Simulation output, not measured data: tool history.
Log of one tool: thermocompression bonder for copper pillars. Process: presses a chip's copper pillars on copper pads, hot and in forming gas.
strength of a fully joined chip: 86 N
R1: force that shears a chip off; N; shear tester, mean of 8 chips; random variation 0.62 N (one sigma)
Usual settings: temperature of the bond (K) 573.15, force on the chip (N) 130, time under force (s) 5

run 1 hour=0 | temperature_of_the_bond_(K)=573.15 force_on_the_chip_(N)=130 time_under_force_(s)=5 | R1=54.1
run 2 hour=15.8 | temperature_of_the_bond_(K)=573.15 force_on_the_chip_(N)=130 time_under_force_(s)=5 | R1=53.1
run 3 hour=28.1 | temperature_of_the_bond_(K)=573.15 force_on_the_chip_(N)=130 time_under_force_(s)=5 | R1=54
run 4 hour=39.7 | temperature_of_the_bond_(K)=573.15 force_on_the_chip_(N)=111 time_under_force_(s)=5 | R1=48.7
run 5 hour=58.3 | temperature_of_the_bond_(K)=573.15 force_on_the_chip_(N)=111 time_under_force_(s)=5 | R1=49
run 6 hour=73.3 | temperature_of_the_bond_(K)=573.15 force_on_the_chip_(N)=130 time_under_force_(s)=5 | R1=53.2
run 7 hour=97 | temperature_of_the_bond_(K)=573.15 force_on_the_chip_(N)=130 time_under_force_(s)=5 | R1=53.5
run 8 hour=112.9 | temperature_of_the_bond_(K)=573.15 force_on_the_chip_(N)=130 time_under_force_(s)=5 | R1=51.8
run 9 hour=123.6 | temperature_of_the_bond_(K)=594.15 force_on_the_chip_(N)=156 time_under_force_(s)=6 | R1=71.8
-- hour=134.2 forming gas filter changed
run 10 hour=137.5 | temperature_of_the_bond_(K)=571.15 force_on_the_chip_(N)=172 time_under_force_(s)=8 | R1=67.3
run 11 hour=160.5 | temperature_of_the_bond_(K)=571.15 force_on_the_chip_(N)=172 time_under_force_(s)=8 | R1=67.4
run 12 hour=172.6 | temperature_of_the_bond_(K)=596.15 force_on_the_chip_(N)=172 time_under_force_(s)=6 | R1=74.6
run 13 hour=190.6 | temperature_of_the_bond_(K)=543.15 force_on_the_chip_(N)=172 time_under_force_(s)=6 | R1=45.3

Forecast each of these 3 alternatives for the next run:
run A hour=213.8 | temperature_of_the_bond_(K)=573.15 force_on_the_chip_(N)=130 time_under_force_(s)=4 | R1=?
run B hour=213.8 | temperature_of_the_bond_(K)=577.15 force_on_the_chip_(N)=108 time_under_force_(s)=4 | R1=?
run C hour=213.8 | temperature_of_the_bond_(K)=599.15 force_on_the_chip_(N)=130 time_under_force_(s)=5 | R1=?

run=A R1=50.1
run=B R1=47.2
run=C R1=67.9
Without the tool's hidden state the same runs would have given:
run=A R1=50
run=B R1=47
run=C R1=67.8
